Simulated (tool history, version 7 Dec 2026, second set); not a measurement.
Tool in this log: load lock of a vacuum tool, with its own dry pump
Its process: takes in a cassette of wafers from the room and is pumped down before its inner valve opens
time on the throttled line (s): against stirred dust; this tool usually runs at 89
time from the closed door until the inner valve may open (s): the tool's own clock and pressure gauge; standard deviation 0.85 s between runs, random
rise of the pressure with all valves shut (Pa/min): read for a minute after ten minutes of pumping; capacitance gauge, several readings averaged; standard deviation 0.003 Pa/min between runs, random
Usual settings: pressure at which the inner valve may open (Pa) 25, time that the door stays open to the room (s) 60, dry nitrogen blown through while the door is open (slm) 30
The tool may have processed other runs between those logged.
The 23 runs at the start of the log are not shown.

| run | hour | time on the throttled line (s) | pressure at which the inner valve may open (Pa) | time that the door stays open to the room (s) | dry nitrogen blown through while the door is open (slm) | hours that the pump has run since its overhaul | times that the door has closed on its seal | incoming humidity of the room's air, % | time from the closed door until the inner valve may open (s) | rise of the pressure with all valves shut (Pa/min) |
|---|---|---|---|---|---|---|---|---|---|---|
| 24 | 4119.4 | 89 | 38 | 118 | 8 | 8075 | 29203 | 48.8 | 129.1 | 0.054 |
| 25 | 4309.9 | 124 | 25 | 60 | 30 | 8266 | 30048 | 45.1 | 162.5 | 0.022 |
| 26 | 4486.1 | 132 | 25 | 60 | 30 | 8442 | 30830 | 45.9 | 167.7 | 0.021 |
| 27 | 4697.1 | 132 | 43 | 37 | 27 | 8653 | 31765 | 47.9 | 163.5 | 0.017 |
| 28 | 4927.7 | 132 | 43 | 65 | 27 | 8883 | 32788 | 47.5 | 162.8 | 0.025 |
| 29 | 5126.4 | 132 | 43 | 65 | 27 | 9082 | 33669 | 43.9 | 161.4 | 0.027 |
| 30 | 5317.6 | 132 | 43 | 65 | 27 | 9273 | 34517 | 43.5 | 163.2 | 0.018 |
| 31 | 5502.8 | 89 | 25 | 141 | 8 | 9458 | 35338 | 49.6 | 132.7 | 0.057 |
| 32 | 5658.4 | 58 | 25 | 60 | 5 | 9614 | 36028 | 42.7 | 107.6 | 0.043 |
| 33 | 5809.3 | 89 | 43 | 86 | 30 | 9765 | 36697 | 44.0 | 129.3 | 0.023 |
| 34 | 6014.8 | 89 | 25 | 212 | 9 | 9971 | 37609 | 42.4 | 133.3 | 0.049 |
| 35 | 6171.7 | 73 | 46 | 60 | 30 | 10127 | 38305 | 44.5 | 115.3 | 0.025 |
|  | 6195.5 | door's seal changed, seat wiped |
| 36 | 6321.0 | 73 | 46 | 204 | 8 | 10275 | 557 | 44.1 | 115.0 | 0.056 |
| 37 | 6520.6 | 147 | 18 | 104 | 13 | 10475 | 1442 | 47.9 | 182.1 | 0.041 |

Branching from run 37: 3 alternative next runs. What would each branch give?
| A | 6701.3 | 147 | 18 | 34 | 13 | 10655 | 2243 | 44.6 | ? | ? |
| B | 6701.3 | 89 | 25 | 60 | 10 | 10655 | 2243 | 47.4 | ? | ? |
| C | 6701.3 | 72 | 35 | 104 | 13 | 10655 | 2243 | 45.7 | ? | ? |

| run | time from the closed door until the inner valve may open (s) | rise of the pressure with all valves shut (Pa/min) |
|---|---|---|
| A | 182.7 | 0.032 |
| B | 132.8 | 0.039 |
| C | 115.9 | 0.035 |
Without the tool's unlogged condition, the same runs would have read:
| run | time from the closed door until the inner valve may open (s) | rise of the pressure with all valves shut (Pa/min) |
|---|---|---|
| A | 182.7 | 0.032 |
| B | 132.8 | 0.039 |
| C | 115.9 | 0.035 |
